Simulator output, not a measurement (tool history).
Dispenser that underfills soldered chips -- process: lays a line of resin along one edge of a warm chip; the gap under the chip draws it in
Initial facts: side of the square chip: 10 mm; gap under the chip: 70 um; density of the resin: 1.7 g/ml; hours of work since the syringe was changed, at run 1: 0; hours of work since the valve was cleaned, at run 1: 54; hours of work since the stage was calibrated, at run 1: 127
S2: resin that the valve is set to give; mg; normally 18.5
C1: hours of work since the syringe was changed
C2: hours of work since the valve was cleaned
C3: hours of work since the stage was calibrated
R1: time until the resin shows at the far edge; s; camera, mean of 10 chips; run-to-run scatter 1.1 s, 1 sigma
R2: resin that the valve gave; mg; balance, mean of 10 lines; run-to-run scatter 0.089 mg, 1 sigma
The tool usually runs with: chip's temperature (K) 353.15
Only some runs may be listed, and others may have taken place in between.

run 1 hour=0 | chip's_temperature_(K)=353.15 S2=18.5 | C1=0 C2=54 C3=127 | R1=106 R2=17.8
run 2 hour=4.1 | chip's_temperature_(K)=353.15 S2=18.5 | C1=3 C2=56 C3=129 | R1=128.1 R2=17.92
-- hour=8.4 new syringe of resin
run 3 hour=8.7 | chip's_temperature_(K)=353.15 S2=24 | C1=0 C2=59 C3=132 | R1=105.1 R2=23.04
run 4 hour=14.3 | chip's_temperature_(K)=353.15 S2=18.5 | C1=4 C2=63 C3=135 | R1=140.7 R2=17.67
-- hour=16.8 new syringe of resin
run 5 hour=17.1 | chip's_temperature_(K)=353.15 S2=19.6 | C1=0 C2=64 C3=137 | R1=105 R2=18.8
run 6 hour=21.1 | chip's_temperature_(K)=353.15 S2=20.5 | C1=3 C2=67 C3=140 | R1=125.5 R2=19.66
run 7 hour=23.8 | chip's_temperature_(K)=353.15 S2=20.5 | C1=4 C2=68 C3=141 | R1=144.2 R2=19.47
-- hour=25.3 new syringe of resin
run 8 hour=29.1 | chip's_temperature_(K)=353.15 S2=18.5 | C1=2 C2=72 C3=144 | R1=126.4 R2=17.65
-- hour=34 new syringe of resin
run 9 hour=34.8 | chip's_temperature_(K)=352.15 S2=21.9 | C1=1 C2=75 C3=148 | R1=110.1 R2=20.94
run 10 hour=40.3 | chip's_temperature_(K)=361.15 S2=22.8 | C1=4 C2=79 C3=151 | R1=101.5 R2=21.65
-- hour=42.6 new syringe of resin
run 11 hour=46.5 | chip's_temperature_(K)=352.15 S2=18.5 | C1=2 C2=82 C3=155 | R1=129.8 R2=17.57
-- hour=51.1 new syringe of resin
run 12 hour=52.6 | chip's_temperature_(K)=357.15 S2=23 | C1=1 C2=86 C3=159 | R1=93.2 R2=21.74
run 13 hour=58.2 | chip's_temperature_(K)=357.15 S2=23 | C1=4 C2=89 C3=162 | R1=120.7 R2=21.6
-- hour=59.8 new syringe of resin
run 14 hour=61.3 | chip's_temperature_(K)=366.15 S2=21.1 | C1=1 C2=91 C3=164 | R1=67.2 R2=19.86
run 15 hour=66 | chip's_temperature_(K)=355.15 S2=18.5 | C1=4 C2=94 C3=167 | R1=132.3 R2=17.36
-- hour=68.3 new syringe of resin
run 16 hour=68.9 | chip's_temperature_(K)=349.15 S2=18.4 | C1=0 C2=96 C3=169 | R1=126.9 R2=17.2

Predict each of these 3 candidate next runs independently; none follows another, all start after run 16:
run A hour=74.5 | chip's_temperature_(K)=366.15 S2=19.9 | C1=4 C2=99 C3=172 | R1=? R2=?
run B hour=74.5 | chip's_temperature_(K)=345.15 S2=17 | C1=4 C2=99 C3=172 | R1=? R2=?
run C hour=74.5 | chip's_temperature_(K)=339.15 S2=19.6 | C1=4 C2=99 C3=172 | R1=? R2=?

run=A R1=85.9 R2=18.6
run=B R1=204.6 R2=15.83
run=C R1=248.3 R2=18.19
With the hidden condition removed and each run's random variation left untouched, the same runs would have given:
run=A R1=64.7 R2=19.9
run=B R1=152.8 R2=16.93
run=C R1=187.3 R2=19.46
